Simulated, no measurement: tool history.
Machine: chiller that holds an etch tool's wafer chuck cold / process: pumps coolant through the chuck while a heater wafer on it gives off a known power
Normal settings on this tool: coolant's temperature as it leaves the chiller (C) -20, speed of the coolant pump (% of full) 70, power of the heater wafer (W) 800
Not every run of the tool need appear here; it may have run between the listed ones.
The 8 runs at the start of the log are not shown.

run    hour  coolant's temperature as it leaves the chiller (C)  speed of the coolant pump (% of full)  power of the heater wafer (W)  hours since the coolant was changed and the channels were flushed  hours since the pump was overhauled  hours since the chiller's thermometer was calibrated  chuck's temperature once it has settled (C)  how much warmer the coolant comes back (C)
  9   886.1                                                 -25                                     70                            800                                                               1380                                 1380                                                  1077                                        -17.7                                        3.39
 10  1041.8                                                 -20                                     70                            800                                                               1536                                 1536                                                  1232                                        -12.8                                        3.31
 11  1105.2                                                 -20                                     70                            800                                                               1599                                 1599                                                  1296                                        -12.8                                         3.4
 12  1255.3                                                 -20                                     70                            800                                                               1750                                 1750                                                  1446                                        -12.9                                        3.37
 13  1360.6                                                 -20                                     70                            800                                                               1855                                 1855                                                  1551                                        -12.7                                        3.36
 14  1482.4                                                 -20                                     70                            800                                                               1977                                 1977                                                  1673                                        -12.9                                        3.33
 15  1576.8                                                 -20                                     70                            800                                                               2071                                 2071                                                  1767                                        -12.9                                        3.31
 16    1673                                                 -26                                     70                            800                                                               2167                                 2167                                                  1863                                        -18.9                                        3.32
 17  1817.6                                                 -20                                     70                            418                                                               2312                                 2312                                                  2008                                        -16.2                                        1.79
 18  1955.3                                                 -15                                     63                            980                                                               2450                                 2450                                                  2146                                         -5.5                                        4.61
 19  2069.2                                                 -22                                     63                            980                                                               2563                                 2563                                                  2260                                        -12.6                                         4.6
 20  2138.4                                                 -19                                     73                            526                                                               2633                                 2633                                                  2329                                        -14.6                                        2.13
 21  2231.7                                                 -30                                     81                            721                                                               2726                                 2726                                                  2422                                          -24                                        2.53
 22    2379                                                 -18                                     70                           1038                                                               2873                                 2873                                                  2569                                         -8.8                                        4.39
 23  2483.7                                                 -13                                     83                            795                                                               2978                                 2978                                                  2674                                         -6.7                                        2.75
 24  2567.1                                                 -13                                     83                            795                                                               3061                                 3061                                                  2758                                         -6.6                                        2.71
 25  2632.7                                                 -16                                     87                            878                                                               3127                                 3127                                                  2823                                         -9.1                                        2.86
 26  2720.2                                                 -27                                     73                           1049                                                               3214                                 3214                                                  2911                                        -17.9                                        4.16
 27  2855.3                                                 -11                                     80                            531                                                               3350                                 3350                                                  3046                                         -6.5                                        1.91
 28    2952                                                 -20                                     88                            551                                                               3446                                 3446                                                  3142                                        -15.8                                        1.76
 29  3045.6                                                 -15                                     70                            411                                                               3540                                 3540                                                  3236                                        -11.5                                        1.73
 30  3156.3                                                 -15                                     70                            411                                                               3651                                 3651                                                  3347                                        -11.4                                        1.74
 31  3273.2                                                 -26                                     70                            807                                                               3767                                 3767                                                  3464                                        -18.7                                        3.38
 32  3362.3                                                 -12                                     70                            677                                                               3857                                 3857                                                  3553                                         -5.8                                        2.83
 33  3431.1                                                 -20                                     93                            677                                                               3925                                 3925                                                  3622                                        -14.9                                        2.06

Forecast each of these 3 alternatives for the next run:
  A  3510.1                                                 -28                                     81                            423                                                               4004                                 4004                                                  3701                                            ?                                           ?
  B  3510.1                                                 -25                                     93                            412                                                               4004                                 4004                                                  3701                                            ?                                           ?
  C  3510.1                                                 -21                                     85                            695                                                               4004                                 4004                                                  3701                                            ?                                           ?

run  chuck's temperature once it has settled (C)  how much warmer the coolant comes back (C)
  A                                        -24.6                                        1.48
  B                                          -22                                        1.25
  C                                        -15.5                                        2.35
Without the tool's hidden state the same runs would have given:
run  chuck's temperature once it has settled (C)  how much warmer the coolant comes back (C)
  A                                        -24.6                                        1.48
  B                                          -22                                        1.25
  C                                        -15.5                                        2.35

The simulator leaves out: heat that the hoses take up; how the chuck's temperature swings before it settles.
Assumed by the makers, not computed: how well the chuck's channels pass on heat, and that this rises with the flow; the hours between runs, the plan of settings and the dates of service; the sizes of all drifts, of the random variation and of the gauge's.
